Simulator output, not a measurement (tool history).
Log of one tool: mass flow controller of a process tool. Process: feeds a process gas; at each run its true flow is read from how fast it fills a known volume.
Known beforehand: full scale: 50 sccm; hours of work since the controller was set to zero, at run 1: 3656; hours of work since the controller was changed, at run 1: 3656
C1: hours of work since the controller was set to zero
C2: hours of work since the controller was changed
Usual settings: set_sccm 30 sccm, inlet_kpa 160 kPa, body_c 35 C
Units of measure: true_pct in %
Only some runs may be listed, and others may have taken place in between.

run 1 day=0.000 | set_sccm=30 inlet_kpa=160 body_c=35 | C1=3656 C2=3656 | true_pct=101.14
run 2 day=7.004 | set_sccm=30 inlet_kpa=160 body_c=40 | C1=3768 C2=3768 | true_pct=101.25
run 3 day=13.092 | set_sccm=30 inlet_kpa=160 body_c=30 | C1=3867 C2=3867 | true_pct=101.07
run 4 day=18.900 | set_sccm=30 inlet_kpa=160 body_c=30 | C1=3960 C2=3960 | true_pct=101.11
run 5 day=26.304 | set_sccm=30 inlet_kpa=160 body_c=30 | C1=4080 C2=4080 | true_pct=101.20
run 6 day=33.996 | set_sccm=30 inlet_kpa=160 body_c=21 | C1=4204 C2=4204 | true_pct=101.03
run 7 day=39.862 | set_sccm=30 inlet_kpa=160 body_c=35 | C1=4298 C2=4298 | true_pct=101.45
run 8 day=46.121 | set_sccm=30 inlet_kpa=160 body_c=35 | C1=4399 C2=4399 | true_pct=101.38
run 9 day=53.192 | set_sccm=30 inlet_kpa=160 body_c=35 | C1=4513 C2=4513 | true_pct=101.61
run 10 day=60.696 | set_sccm=30 inlet_kpa=209 body_c=35 | C1=4634 C2=4634 | true_pct=101.17
run 11 day=65.821 | set_sccm=30 inlet_kpa=160 body_c=35 | C1=4717 C2=4717 | true_pct=101.63
-- day=66.604 controller's zero set anew
run 12 day=70.100 | set_sccm=30 inlet_kpa=160 body_c=35 | C1=56 C2=4786 | true_pct=102.27
run 13 day=76.908 | set_sccm=30 inlet_kpa=160 body_c=35 | C1=166 C2=4895 | true_pct=102.28
-- day=81.125 controller's zero set anew, once more
run 14 day=81.150 | set_sccm=10 inlet_kpa=160 body_c=34 | C1=0 C2=4963 | true_pct=99.22
run 15 day=88.862 | set_sccm=10 inlet_kpa=160 body_c=34 | C1=125 C2=5088 | true_pct=99.51
run 16 day=93.417 | set_sccm=10 inlet_kpa=160 body_c=34 | C1=198 C2=5161 | true_pct=99.45
run 17 day=98.146 | set_sccm=10 inlet_kpa=174 body_c=26 | C1=274 C2=5238 | true_pct=99.18
run 18 day=104.275 | set_sccm=10 inlet_kpa=174 body_c=26 | C1=373 C2=5336 | true_pct=99.32
run 19 day=108.404 | set_sccm=19 inlet_kpa=249 body_c=35 | C1=440 C2=5403 | true_pct=99.36
run 20 day=116.125 | set_sccm=19 inlet_kpa=249 body_c=35 | C1=564 C2=5527 | true_pct=99.48
run 21 day=120.596 | set_sccm=18 inlet_kpa=224 body_c=37 | C1=636 C2=5600 | true_pct=99.80
run 22 day=126.067 | set_sccm=18 inlet_kpa=224 body_c=37 | C1=725 C2=5688 | true_pct=99.71
run 23 day=133.625 | set_sccm=18 inlet_kpa=224 body_c=36 | C1=847 C2=5810 | true_pct=99.80
run 24 day=139.017 | set_sccm=7 inlet_kpa=153 body_c=36 | C1=934 C2=5897 | true_pct=100.65
run 25 day=146.612 | set_sccm=7 inlet_kpa=153 body_c=36 | C1=1056 C2=6019 | true_pct=100.68
run 26 day=151.121 | set_sccm=49 inlet_kpa=214 body_c=27 | C1=1129 C2=6092 | true_pct=100.76

4 options for the next run, each taken on its own from the tool as it stands now. Forecast them:
run A day=157.283 | set_sccm=7 inlet_kpa=280 body_c=40 | C1=1228 C2=6191 | true_pct=?
run B day=157.283 | set_sccm=9 inlet_kpa=214 body_c=27 | C1=1228 C2=6191 | true_pct=?
run C day=157.283 | set_sccm=30 inlet_kpa=160 body_c=21 | C1=1228 C2=6191 | true_pct=?
run D day=157.283 | set_sccm=9 inlet_kpa=144 body_c=35 | C1=1228 C2=6191 | true_pct=?

run=A true_pct=100.42
run=B true_pct=99.94
run=C true_pct=100.25
run=D true_pct=100.78
Take away the tool's hidden state, keep each run's random variation, and the runs would have read:
run=A true_pct=98.19
run=B true_pct=98.07
run=C true_pct=99.27
run=D true_pct=98.91
